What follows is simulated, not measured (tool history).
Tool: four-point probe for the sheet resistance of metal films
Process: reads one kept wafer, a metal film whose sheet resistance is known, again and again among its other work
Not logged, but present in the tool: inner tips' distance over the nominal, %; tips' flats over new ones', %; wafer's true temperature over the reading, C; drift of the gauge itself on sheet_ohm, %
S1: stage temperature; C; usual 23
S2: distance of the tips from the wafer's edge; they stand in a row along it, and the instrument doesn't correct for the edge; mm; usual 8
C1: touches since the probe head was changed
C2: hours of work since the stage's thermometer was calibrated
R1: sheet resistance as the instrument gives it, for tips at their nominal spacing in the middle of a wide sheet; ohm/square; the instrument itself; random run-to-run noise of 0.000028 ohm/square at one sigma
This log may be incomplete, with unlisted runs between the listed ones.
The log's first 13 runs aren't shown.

run,hour,S1,S2,C1,C2,R1
# hour 1127.5: stage's thermometer calibrated
14,1189.3,23,62,14921,30,0.137606
15,1271.4,23,58,17886,70,0.137545
16,1358.6,23,58,21039,113,0.137503
17,1467.2,31,10,24963,166,0.139146
18,1529.3,31,10,27207,196,0.139086
# hour 1548.4: stage's thermometer calibrated, once more
19,1592.4,29,3,29468,22,0.149544
20,1693.9,26,4,33136,71,0.14435
21,1796.8,25,17,36851,121,0.137634
22,1872.3,27,69,39579,158,0.137318
23,1948.6,27,69,42335,196,0.137263
24,2068,28,18,46651,254,0.137643
25,2163.5,28,18,50100,301,0.137659
26,2261.7,25,17,53647,349,0.137437
27,2375.7,23,12,57767,404,0.137699
28,2474.6,28,12,61341,453,0.137956
29,2545.1,28,12,63887,487,0.137975
30,2638.6,34,15,67265,533,0.137963

3 ways to go on from here, each from the tool as it stands after run 30. What would each give?
A,2696.7,28,30,69365,561,?
B,2696.7,22,15,69365,561,?
C,2696.7,23,14,69365,561,?

run,R1
A,0.137213
B,0.137227
C,0.137335
Take away the tool's hidden state, keep each run's random variation, and the runs would have read:
run,R1
A,0.138103
B,0.138116
C,0.138225
